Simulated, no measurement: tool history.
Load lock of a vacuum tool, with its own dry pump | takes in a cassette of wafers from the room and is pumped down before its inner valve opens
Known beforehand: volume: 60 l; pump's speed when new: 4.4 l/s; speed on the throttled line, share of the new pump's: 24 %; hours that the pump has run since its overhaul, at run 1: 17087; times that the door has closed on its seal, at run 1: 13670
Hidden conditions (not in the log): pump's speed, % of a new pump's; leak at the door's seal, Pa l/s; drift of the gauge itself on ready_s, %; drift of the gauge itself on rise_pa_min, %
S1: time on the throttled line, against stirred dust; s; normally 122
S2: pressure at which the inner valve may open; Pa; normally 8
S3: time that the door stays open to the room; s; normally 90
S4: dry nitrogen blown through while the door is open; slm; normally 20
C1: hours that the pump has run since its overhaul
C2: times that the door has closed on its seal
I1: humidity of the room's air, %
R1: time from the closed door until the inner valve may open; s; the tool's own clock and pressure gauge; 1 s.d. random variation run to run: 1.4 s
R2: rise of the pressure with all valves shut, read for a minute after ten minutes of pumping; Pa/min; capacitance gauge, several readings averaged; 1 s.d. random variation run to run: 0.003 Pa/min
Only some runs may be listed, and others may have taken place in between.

{"run": 1, "hour": 0.0, "S1": 122, "S2": 8, "S3": 90, "S4": 20, "C1": 17087, "C2": 13670, "I1": 46.4, "R1": 239.0, "R2": 0.111}
{"run": 2, "hour": 426.3, "S1": 122, "S2": 8, "S3": 90, "S4": 20, "C1": 17514, "C2": 15696, "I1": 46.7, "R1": 242.3, "R2": 0.121}
{"run": 3, "hour": 660.4, "S1": 122, "S2": 8, "S3": 90, "S4": 20, "C1": 17748, "C2": 16808, "I1": 43.4, "R1": 242.2, "R2": 0.145}
{"run": 4, "hour": 1034.2, "S1": 122, "S2": 8, "S3": 90, "S4": 20, "C1": 18122, "C2": 18584, "I1": 47.6, "R1": 242.7, "R2": 0.166}
{"run": 5, "hour": 1261.6, "S1": 122, "S2": 8, "S3": 90, "S4": 20, "C1": 18349, "C2": 19665, "I1": 42.0, "R1": 241.5, "R2": 0.184}
{"run": 6, "hour": 1714.0, "S1": 122, "S2": 8, "S3": 90, "S4": 20, "C1": 18801, "C2": 21814, "I1": 45.6, "R1": 242.3, "R2": 0.223}
{"run": 7, "hour": 2239.0, "S1": 122, "S2": 8, "S3": 90, "S4": 20, "C1": 19326, "C2": 24309, "I1": 45.0, "R1": 243.2, "R2": 0.257}
{"run": 8, "hour": 2522.0, "S1": 122, "S2": 8, "S3": 90, "S4": 20, "C1": 19609, "C2": 25653, "I1": 46.6, "R1": 243.0, "R2": 0.285}
{"hour": 2866.4, "done": "dry pump taken out, an overhauled one fitted"}
{"run": 9, "hour": 3027.6, "S1": 122, "S2": 8, "S3": 90, "S4": 20, "C1": 161, "C2": 28027, "I1": 43.0, "R1": 224.2, "R2": 0.33}
{"hour": 3386.2, "done": "door's seal changed, seat wiped"}
{"run": 10, "hour": 3529.1, "S1": 122, "S2": 8, "S3": 90, "S4": 20, "C1": 661, "C2": 679, "I1": 43.9, "R1": 225.3, "R2": 0.02}
{"run": 11, "hour": 4057.0, "S1": 122, "S2": 8, "S3": 29, "S4": 20, "C1": 1189, "C2": 3187, "I1": 45.6, "R1": 227.0, "R2": 0.027}
{"run": 12, "hour": 4566.0, "S1": 122, "S2": 8, "S3": 29, "S4": 20, "C1": 1698, "C2": 5606, "I1": 48.8, "R1": 224.4, "R2": 0.041}
{"run": 13, "hour": 4911.0, "S1": 122, "S2": 8, "S3": 29, "S4": 20, "C1": 2043, "C2": 7245, "I1": 46.6, "R1": 227.9, "R2": 0.054}
{"run": 14, "hour": 5446.6, "S1": 122, "S2": 8, "S3": 29, "S4": 20, "C1": 2579, "C2": 9790, "I1": 45.9, "R1": 226.7, "R2": 0.07}
{"run": 15, "hour": 5927.0, "S1": 122, "S2": 8, "S3": 29, "S4": 20, "C1": 3059, "C2": 12072, "I1": 50.6, "R1": 226.1, "R2": 0.1}
{"run": 16, "hour": 6293.2, "S1": 122, "S2": 8, "S3": 90, "S4": 20, "C1": 3425, "C2": 13812, "I1": 43.8, "R1": 227.3, "R2": 0.129}
{"run": 17, "hour": 6519.4, "S1": 122, "S2": 8, "S3": 92, "S4": 20, "C1": 3652, "C2": 14887, "I1": 41.2, "R1": 226.8, "R2": 0.144}
{"run": 18, "hour": 6812.2, "S1": 122, "S2": 8, "S3": 90, "S4": 14, "C1": 3944, "C2": 16278, "I1": 46.8, "R1": 230.9, "R2": 0.161}
{"run": 19, "hour": 7062.8, "S1": 122, "S2": 8, "S3": 90, "S4": 20, "C1": 4195, "C2": 17469, "I1": 46.9, "R1": 227.1, "R2": 0.176}
{"run": 20, "hour": 7562.4, "S1": 122, "S2": 8, "S3": 90, "S4": 20, "C1": 4695, "C2": 19843, "I1": 46.4, "R1": 227.4, "R2": 0.209}
{"run": 21, "hour": 7879.4, "S1": 219, "S2": 15, "S3": 94, "S4": 4, "C1": 5012, "C2": 21349, "I1": 51.1, "R1": 293.2, "R2": 0.249}
{"run": 22, "hour": 8229.3, "S1": 122, "S2": 10, "S3": 91, "S4": 20, "C1": 5361, "C2": 23011, "I1": 43.4, "R1": 224.9, "R2": 0.252}
{"run": 23, "hour": 8555.8, "S1": 122, "S2": 10, "S3": 91, "S4": 13, "C1": 5688, "C2": 24563, "I1": 48.0, "R1": 225.6, "R2": 0.292}
{"run": 24, "hour": 9011.6, "S1": 122, "S2": 10, "S3": 91, "S4": 13, "C1": 6144, "C2": 26728, "I1": 46.0, "R1": 226.4, "R2": 0.336}
{"run": 25, "hour": 9475.5, "S1": 122, "S2": 6, "S3": 60, "S4": 5, "C1": 6608, "C2": 28932, "I1": 46.3, "R1": 238.5, "R2": 0.373}
{"hour": 9664.1, "done": "door's seal changed, seat wiped"}
{"run": 26, "hour": 9718.7, "S1": 122, "S2": 14, "S3": 90, "S4": 6, "C1": 6849, "C2": 259, "I1": 45.2, "R1": 222.2, "R2": 0.027}
{"run": 27, "hour": 10252.8, "S1": 122, "S2": 14, "S3": 90, "S4": 6, "C1": 7383, "C2": 2797, "I1": 43.1, "R1": 222.7, "R2": 0.036}
{"run": 28, "hour": 10801.4, "S1": 223, "S2": 8, "S3": 49, "S4": 20, "C1": 7932, "C2": 5403, "I1": 41.5, "R1": 305.9, "R2": 0.036}
{"run": 29, "hour": 11056.2, "S1": 223, "S2": 8, "S3": 49, "S4": 20, "C1": 8187, "C2": 6614, "I1": 46.0, "R1": 306.7, "R2": 0.049}
{"run": 30, "hour": 11573.2, "S1": 223, "S2": 8, "S3": 49, "S4": 20, "C1": 8704, "C2": 9071, "I1": 46.1, "R1": 305.4, "R2": 0.069}
{"run": 31, "hour": 11962.8, "S1": 223, "S2": 10, "S3": 49, "S4": 15, "C1": 9093, "C2": 10921, "I1": 44.9, "R1": 305.4, "R2": 0.085}
{"run": 32, "hour": 12273.1, "S1": 223, "S2": 10, "S3": 49, "S4": 19, "C1": 9404, "C2": 12396, "I1": 44.3, "R1": 303.0, "R2": 0.099}
{"run": 33, "hour": 12831.4, "S1": 117, "S2": 10, "S3": 104, "S4": 19, "C1": 9962, "C2": 15049, "I1": 43.0, "R1": 225.9, "R2": 0.134}
{"run": 34, "hour": 13101.8, "S1": 167, "S2": 15, "S3": 104, "S4": 7, "C1": 10232, "C2": 16334, "I1": 46.1, "R1": 258.8, "R2": 0.159}
{"run": 35, "hour": 13514.2, "S1": 167, "S2": 15, "S3": 125, "S4": 29, "C1": 10645, "C2": 18293, "I1": 42.9, "R1": 260.4, "R2": 0.169}
{"run": 36, "hour": 13763.7, "S1": 167, "S2": 15, "S3": 125, "S4": 29, "C1": 10894, "C2": 19478, "I1": 42.4, "R1": 258.1, "R2": 0.196}
{"run": 37, "hour": 14231.9, "S1": 167, "S2": 15, "S3": 125, "S4": 29, "C1": 11363, "C2": 21703, "I1": 42.6, "R1": 261.3, "R2": 0.217}

Each row is a separate what-if for the run after 37, all from the same tool condition, not one after another. Results?
{"run": "A", "hour": 14726.6, "S1": 108, "S2": 7, "S3": 125, "S4": 6, "C1": 11857, "C2": 24054, "I1": 43.6, "R1": "?", "R2": "?"}
{"run": "B", "hour": 14726.6, "S1": 94, "S2": 8, "S3": 30, "S4": 20, "C1": 11857, "C2": 24054, "I1": 44.3, "R1": "?", "R2": "?"}
{"run": "C", "hour": 14726.6, "S1": 118, "S2": 8, "S3": 90, "S4": 20, "C1": 11857, "C2": 24054, "I1": 44.7, "R1": "?", "R2": "?"}
{"run": "D", "hour": 14726.6, "S1": 122, "S2": 8, "S3": 133, "S4": 20, "C1": 11857, "C2": 24054, "I1": 42.5, "R1": "?", "R2": "?"}

run=A R1=228.0 R2=0.273
run=B R1=218.8 R2=0.257
run=C R1=232.9 R2=0.268
run=D R1=236.2 R2=0.269
Had the tool no hidden state, the same runs would have come out as:
run=A R1=213.2 R2=0.022
run=B R1=203.6 R2=0.008
run=C R1=218.7 R2=0.013
run=D R1=222.4 R2=0.017

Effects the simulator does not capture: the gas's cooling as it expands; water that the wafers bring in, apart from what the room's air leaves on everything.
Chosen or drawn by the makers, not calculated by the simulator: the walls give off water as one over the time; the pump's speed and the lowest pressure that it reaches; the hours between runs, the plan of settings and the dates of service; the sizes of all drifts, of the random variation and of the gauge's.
